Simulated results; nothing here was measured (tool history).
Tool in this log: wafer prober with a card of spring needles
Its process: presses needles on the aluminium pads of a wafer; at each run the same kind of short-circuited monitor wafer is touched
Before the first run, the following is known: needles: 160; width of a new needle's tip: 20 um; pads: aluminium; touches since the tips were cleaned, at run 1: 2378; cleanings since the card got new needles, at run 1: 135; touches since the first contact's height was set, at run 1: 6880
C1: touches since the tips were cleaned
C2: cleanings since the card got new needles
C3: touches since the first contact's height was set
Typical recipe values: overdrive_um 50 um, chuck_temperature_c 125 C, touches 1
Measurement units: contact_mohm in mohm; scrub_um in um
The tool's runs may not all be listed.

Run 1, hour 0.0: usual settings; C1 2378; C2 135; C3 6880. Result: contact_mohm 207 mohm, scrub_um 11.03 um.
At hour 5.3: tips cleaned on abrasive film.
At hour 15.7: tips cleaned on abrasive film.
At hour 26.2: tips cleaned on abrasive film.
At hour 39.2: tips cleaned on abrasive film.
At hour 49.7: tips cleaned on abrasive film.
Run 2, hour 53.3: usual settings; C1 1574; C2 140; C3 29839. Result: contact_mohm 209 mohm, scrub_um 11.01 um.
At hour 61.2: tips cleaned on abrasive film.
At hour 74.2: tips cleaned on abrasive film.
At hour 84.7: tips cleaned on abrasive film.
At hour 97.7: tips cleaned on abrasive film.
At hour 110.8: tips cleaned on abrasive film.
Run 3, hour 112.1: usual settings; C1 596; C2 145; C3 55194. Result: contact_mohm 178 mohm, scrub_um 10.86 um.
At hour 122.6: tips cleaned on abrasive film.
At hour 135.6: tips cleaned on abrasive film.
At hour 148.7: tips cleaned on abrasive film.
Run 4, hour 155.7: usual settings but touches 2; C1 3045; C2 148; C3 73993. Result: contact_mohm 195 mohm, scrub_um 10.75 um.
At hour 161.0: tips cleaned on abrasive film.
At hour 174.0: tips cleaned on abrasive film.
At hour 184.5: tips cleaned on abrasive film.
At hour 197.5: tips cleaned on abrasive film.
Run 5, hour 203.3: usual settings but touches 2; C1 2518; C2 152; C3 94517. Result: contact_mohm 196 mohm, scrub_um 10.71 um.
At hour 208.6: tips cleaned on abrasive film.
At hour 219.0: tips cleaned on abrasive film.
At hour 232.1: tips cleaned on abrasive film.
At hour 245.1: tips cleaned on abrasive film.
At hour 258.2: tips cleaned on abrasive film.
At hour 268.6: tips cleaned on abrasive film.
At hour 280.6: card fitted with new needles.
Run 6, hour 281.3: usual settings but touches 3; C1 313; C2 0; C3 313. Result: contact_mohm 157 mohm, scrub_um 11.00 um.
At hour 291.8: tips cleaned on abrasive film.
At hour 302.2: tips cleaned on abrasive film.
At hour 315.3: tips cleaned on abrasive film.
At hour 328.3: tips cleaned on abrasive film.
At hour 338.8: tips cleaned on abrasive film.
At hour 351.8: tips cleaned on abrasive film.
Run 7, hour 360.3: usual settings but touches 3; C1 3689; C2 6; C3 34388. Result: contact_mohm 171 mohm, scrub_um 10.89 um.
At hour 363.0: tips cleaned on abrasive film.
At hour 376.0: tips cleaned on abrasive film.
At hour 389.1: tips cleaned on abrasive film.
At hour 401.5: tips cleaned on abrasive film.
Run 8, hour 401.5: usual settings; C1 0; C2 10; C3 52105. Result: contact_mohm 161 mohm, scrub_um 10.95 um.
At hour 414.5: tips cleaned on abrasive film.
At hour 427.6: tips cleaned on abrasive film.
At hour 440.6: tips cleaned on abrasive film.
At hour 451.1: tips cleaned on abrasive film.
Run 9, hour 461.2: usual settings but overdrive_um 52 um; C1 4421; C2 14; C3 77908. Result: contact_mohm 211 mohm, scrub_um 11.36 um.
At hour 463.9: tips cleaned on abrasive film.
At hour 474.4: tips cleaned on abrasive film.
At hour 487.4: tips cleaned on abrasive film.
At hour 500.5: tips cleaned on abrasive film.
At hour 510.9: tips cleaned on abrasive film.
At hour 513.6: tips cleaned on abrasive film, once more.
At hour 526.6: tips cleaned on abrasive film.
At hour 539.4: tips cleaned on abrasive film.
Run 10, hour 539.4: usual settings but touches 2; C1 0; C2 22; C3 111544. Result: contact_mohm 157 mohm, scrub_um 10.73 um.
At hour 552.4: tips cleaned on abrasive film.
At hour 565.5: tips cleaned on abrasive film.
At hour 578.5: tips cleaned on abrasive film.
At hour 589.0: tips cleaned on abrasive film.
At hour 602.0: tips cleaned on abrasive film.
At hour 612.5: tips cleaned on abrasive film.
At hour 624.9: tips cleaned on abrasive film.
Run 11, hour 624.9: usual settings but touches 2; C1 0; C2 29; C3 148422. Result: contact_mohm 159 mohm, scrub_um 10.63 um.
At hour 635.4: tips cleaned on abrasive film.
At hour 648.4: tips cleaned on abrasive film.
At hour 661.5: tips cleaned on abrasive film.
At hour 674.5: tips cleaned on abrasive film.
At hour 685.0: tips cleaned on abrasive film.
At hour 695.4: tips cleaned on abrasive film.
Run 12, hour 695.8: usual settings but touches 2; C1 176; C2 35; C3 178983. Result: contact_mohm 161 mohm, scrub_um 10.50 um.
At hour 706.3: tips cleaned on abrasive film.
At hour 719.3: tips cleaned on abrasive film.
At hour 732.4: tips cleaned on abrasive film.
At hour 745.4: tips cleaned on abrasive film.
At hour 755.9: tips cleaned on abrasive film.
At hour 768.9: tips cleaned on abrasive film.
Run 13, hour 772.5: usual settings; C1 1547; C2 41; C3 212045. Result: contact_mohm 191 mohm, scrub_um 10.49 um.
At hour 780.3: tips cleaned on abrasive film.
At hour 793.4: tips cleaned on abrasive film.
At hour 803.8: tips cleaned on abrasive film.
At hour 814.3: tips cleaned on abrasive film.
At hour 827.3: tips cleaned on abrasive film.
At hour 835.4: height of the first contact set anew.
At hour 838.1: tips cleaned on abrasive film.
At hour 851.1: tips cleaned on abrasive film.
Run 14, hour 851.2: usual settings but overdrive_um 38 um, touches 2; C1 20; C2 48; C3 6773. Result: contact_mohm 164 mohm, scrub_um 8.36 um.
At hour 861.7: tips cleaned on abrasive film.
At hour 874.7: tips cleaned on abrasive film.
At hour 887.7: tips cleaned on abrasive film.
At hour 900.8: tips cleaned on abrasive film.
Run 15, hour 901.9: usual settings but overdrive_um 38 um, touches 2; C1 501; C2 52; C3 28662. Result: contact_mohm 174 mohm, scrub_um 8.36 um.
At hour 912.4: tips cleaned on abrasive film.
At hour 922.8: tips cleaned on abrasive film.
At hour 935.9: tips cleaned on abrasive film.
Run 16, hour 938.7: usual settings but overdrive_um 34 um, chuck_temperature_c 36 C; C1 1210; C2 55; C3 44503. Result: contact_mohm 222 mohm, scrub_um 7.37 um.
At hour 946.5: tips cleaned on abrasive film.
At hour 959.6: tips cleaned on abrasive film.
At hour 972.6: tips cleaned on abrasive film.
At hour 985.7: tips cleaned on abrasive film.
Run 17, hour 991.0: usual settings but overdrive_um 58 um, chuck_temperature_c 85 C; C1 2327; C2 59; C3 67080. Result: contact_mohm 180 mohm, scrub_um 12.61 um.
At hour 996.3: tips cleaned on abrasive film.
At hour 1009.3: tips cleaned on abrasive film.
At hour 1022.4: tips cleaned on abrasive film.
At hour 1035.4: tips cleaned on abrasive film.
At hour 1045.9: tips cleaned on abrasive film.
Run 18, hour 1053.7: usual settings but overdrive_um 58 um, chuck_temperature_c 85 C; C1 3408; C2 64; C3 94123. Result: contact_mohm 195 mohm, scrub_um 12.53 um.
At hour 1056.4: tips cleaned on abrasive film.
At hour 1069.5: tips cleaned on abrasive film.
At hour 1082.5: tips cleaned on abrasive film.
At hour 1095.6: tips cleaned on abrasive film.
Run 19, hour 1100.6: usual settings but chuck_temperature_c 114 C; C1 2177; C2 68; C3 114320. Result: contact_mohm 202 mohm, scrub_um 10.67 um.
At hour 1108.4: tips cleaned on abrasive film.
At hour 1121.5: tips cleaned on abrasive film.
At hour 1131.9: tips cleaned on abrasive film.
At hour 1145.0: tips cleaned on abrasive film.
At hour 1158.0: tips cleaned on abrasive film.
At hour 1171.1: tips cleaned on abrasive film.
Run 20, hour 1178.7: usual settings but overdrive_um 33 um, chuck_temperature_c 41 C; C1 3331; C2 74; C3 148035. Result: contact_mohm 323 mohm, scrub_um 6.88 um.
At hour 1184.0: tips cleaned on abrasive film.
At hour 1197.1: tips cleaned on abrasive film.
At hour 1210.1: tips cleaned on abrasive film.
At hour 1220.5: tips cleaned on abrasive film.
At hour 1233.6: tips cleaned on abrasive film.
At hour 1244.0: tips cleaned on abrasive film.
Run 21, hour 1251.5: usual settings but overdrive_um 33 um, chuck_temperature_c 41 C; C1 3249; C2 80; C3 179418. Result: contact_mohm 311 mohm, scrub_um 6.75 um.
At hour 1256.8: tips cleaned on abrasive film.
At hour 1269.8: tips cleaned on abrasive film.
At hour 1282.9: tips cleaned on abrasive film.
Run 22, hour 1287.9: usual settings but overdrive_um 30 um, chuck_temperature_c 26 C; C1 2168; C2 83; C3 195090. Result: contact_mohm 319 mohm, scrub_um 6.07 um.
At hour 1295.7: tips cleaned on abrasive film.
At hour 1306.2: tips cleaned on abrasive film.
At hour 1316.6: tips cleaned on abrasive film.
At hour 1329.7: tips cleaned on abrasive film.
At hour 1341.4: tips cleaned on abrasive film.
Run 23, hour 1341.4: usual settings but overdrive_um 36 um, chuck_temperature_c 72 C; C1 0; C2 88; C3 218163. Result: contact_mohm 161 mohm, scrub_um 7.27 um.
At hour 1351.9: tips cleaned on abrasive film.
At hour 1364.9: tips cleaned on abrasive film.
At hour 1375.4: tips cleaned on abrasive film.
At hour 1388.4: tips cleaned on abrasive film.
At hour 1388.7: height of the first contact set anew.
At hour 1401.8: tips cleaned on abrasive film.
At hour 1414.8: tips cleaned on abrasive film.
Run 24, hour 1424.3: usual settings but overdrive_um 55 um, touches 2; C1 4121; C2 94; C3 15375. Result: contact_mohm 187 mohm, scrub_um 12.11 um.
At hour 1427.0: tips cleaned on abrasive film.
At hour 1440.0: tips cleaned on abrasive film.
At hour 1453.1: tips cleaned on abrasive film.
At hour 1463.5: tips cleaned on abrasive film.
At hour 1474.0: tips cleaned on abrasive film.
Run 25, hour 1477.8: usual settings but overdrive_um 60 um, chuck_temperature_c 61 C, touches 2; C1 1650; C2 99; C3 38407. Result: contact_mohm 157 mohm, scrub_um 13.14 um.

Predict each of these 3 candidate next runs independently; none follows another, all start after run 25:
At hour 1485.7: tips cleaned on abrasive film.
At hour 1496.1: tips cleaned on abrasive film.
At hour 1509.2: tips cleaned on abrasive film.
At hour 1522.2: tips cleaned on abrasive film.
At hour 1535.2: tips cleaned on abrasive film.
Run A, hour 1540.0: usual settings but overdrive_um 38 um, touches 2; C1 2051; C2 104; C3 65216. Result: contact_mohm ?, scrub_um ?.
At hour 1485.7: tips cleaned on abrasive film.
At hour 1496.1: tips cleaned on abrasive film.
At hour 1509.2: tips cleaned on abrasive film.
At hour 1522.2: tips cleaned on abrasive film.
At hour 1535.2: tips cleaned on abrasive film.
Run B, hour 1540.0: usual settings but overdrive_um 60 um, chuck_temperature_c 61 C, touches 2; C1 2051; C2 104; C3 65216. Result: contact_mohm ?, scrub_um ?.
At hour 1485.7: tips cleaned on abrasive film.
At hour 1496.1: tips cleaned on abrasive film.
At hour 1509.2: tips cleaned on abrasive film.
At hour 1522.2: tips cleaned on abrasive film.
At hour 1535.2: tips cleaned on abrasive film.
Run C, hour 1540.0: usual settings but touches 2; C1 2051; C2 104; C3 65216. Result: contact_mohm ?, scrub_um ?.

run  contact_mohm  scrub_um
  A           212      8.15
  B           167     13.12
  C           186     10.82
Without the tool's hidden state the same runs would have given:
run  contact_mohm  scrub_um
  A           158      8.34
  B           141     13.31
  C           153     11.01
